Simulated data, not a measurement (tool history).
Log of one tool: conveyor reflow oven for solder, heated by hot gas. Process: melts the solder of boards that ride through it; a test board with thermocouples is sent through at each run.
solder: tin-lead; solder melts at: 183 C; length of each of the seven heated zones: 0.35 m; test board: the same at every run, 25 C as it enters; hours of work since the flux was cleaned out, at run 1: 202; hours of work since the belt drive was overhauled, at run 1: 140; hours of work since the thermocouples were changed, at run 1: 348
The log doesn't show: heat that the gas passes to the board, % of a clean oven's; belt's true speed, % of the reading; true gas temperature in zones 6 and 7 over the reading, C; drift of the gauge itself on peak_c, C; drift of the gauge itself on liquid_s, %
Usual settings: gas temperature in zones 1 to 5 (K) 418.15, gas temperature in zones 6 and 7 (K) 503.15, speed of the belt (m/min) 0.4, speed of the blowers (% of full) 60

run   hour  gas temperature in zones 1 to 5 (K)  gas temperature in zones 6 and 7 (K)  speed of the belt (m/min)  speed of the blowers (% of full)  hours of work since the flux was cleaned out  hours of work since the belt drive was overhauled  hours of work since the thermocouples were changed  highest temperature of the board (K)  time above the solder's melting point (s)
  1      0                               418.15                                503.15                        0.4                                60                                           202                                                140                                                 348                                488.45                                       80.1
  2   15.2                               418.15                                517.15                        0.4                                60                                           211                                                150                                                 357                                500.15                                       91.9
  3   28.3                               418.15                                517.15                        0.4                                60                                           219                                                158                                                 365                                500.35                                       91.7
  4   40.1                               418.15                                503.15                        0.4                                60                                           227                                                165                                                 373                                488.35                                       79.7
  5   48.3                               418.15                                503.15                        0.4                                60                                           232                                                170                                                 378                                487.95                                       79.8
  6   60.1                               418.15                                503.15                        0.4                                60                                           239                                                177                                                 385                                488.05                                       79.9
  7   69.8                               418.15                                503.15                        0.4                                59                                           245                                                183                                                 391                                487.95                                       79.7
  8   82.8                               418.15                                503.15                      0.473                                59                                           253                                                191                                                 399                                482.25                                       59.1
  9   91.2                               422.15                                503.15                        0.4                                60                                           258                                                196                                                 404                                488.65                                       83.1
 10  106.4                               422.15                                503.15                        0.4                                60                                           267                                                206                                                 413                                488.75                                       82.7
 11  120.7                               418.15                                503.15                        0.4                                60                                           276                                                214                                                 422                                487.85                                       79.5
 12  136.7                               418.15                                512.15                      0.329                                60                                           286                                                224                                                 432                                501.65                                      113.3
 13  149.7                               405.15                                503.15                        0.4                                78                                           294                                                232                                                 440                                489.15                                       74.8
 14  159.8                               418.15                                505.15                        0.4                                58                                           300                                                238                                                 446                                489.05                                       80.3
 15  168.7                               417.15                                511.15                        0.4                                56                                           305                                                244                                                 451                                493.65                                       85.1
 16  180.6                               417.15                                511.15                        0.4                                56                                           313                                                251                                                 459                                493.45                                       84.7
 17  196.6                               418.15                                493.15                      0.427                                86                                           322                                                261                                                 468                                481.65                                         68
 18  205.9                               418.15                                493.15                      0.427                                86                                           328                                                266                                                 474                                481.55                                       67.8
 19  221.3                               415.15                                493.15                      0.427                                86                                           338                                                276                                                 483                                481.05                                       65.3
 20  230.4                               418.15                                503.15                      0.342                                60                                           343                                                281                                                 489                                492.15                                       99.3
 21    242                               419.15                                496.15                      0.396                                67                                           350                                                288                                                 496                                483.65                                       75.8
 22    249                               419.15                                496.15                      0.396                                67                                           355                                                293                                                 500                                483.35                                       75.9

The same runs without the tool's hidden state, with the same run-to-run variation:
run  highest temperature of the board (K)  time above the solder's melting point (s)
  1                                489.05                                       81.2
  2                                500.95                                       92.6
  3                                501.25                                       92.4
  4                                489.05                                         81
  5                                488.75                                       81.2
  6                                488.85                                       81.3
  7                                488.75                                       81.2
  8                                483.55                                       61.4
  9                                489.45                                       84.4
 10                                489.65                                       84.1
 11                                488.85                                       81.2
 12                                502.25                                      113.8
 13                                490.75                                       77.4
 14                                490.25                                         82
 15                                494.85                                       86.6
 16                                494.75                                       86.3
 17                                483.05                                       71.2
 18                                482.95                                         71
 19                                482.65                                       68.8
 20                                492.95                                      100.8
 21                                484.85                                       78.5
 22                                484.55                                       78.6

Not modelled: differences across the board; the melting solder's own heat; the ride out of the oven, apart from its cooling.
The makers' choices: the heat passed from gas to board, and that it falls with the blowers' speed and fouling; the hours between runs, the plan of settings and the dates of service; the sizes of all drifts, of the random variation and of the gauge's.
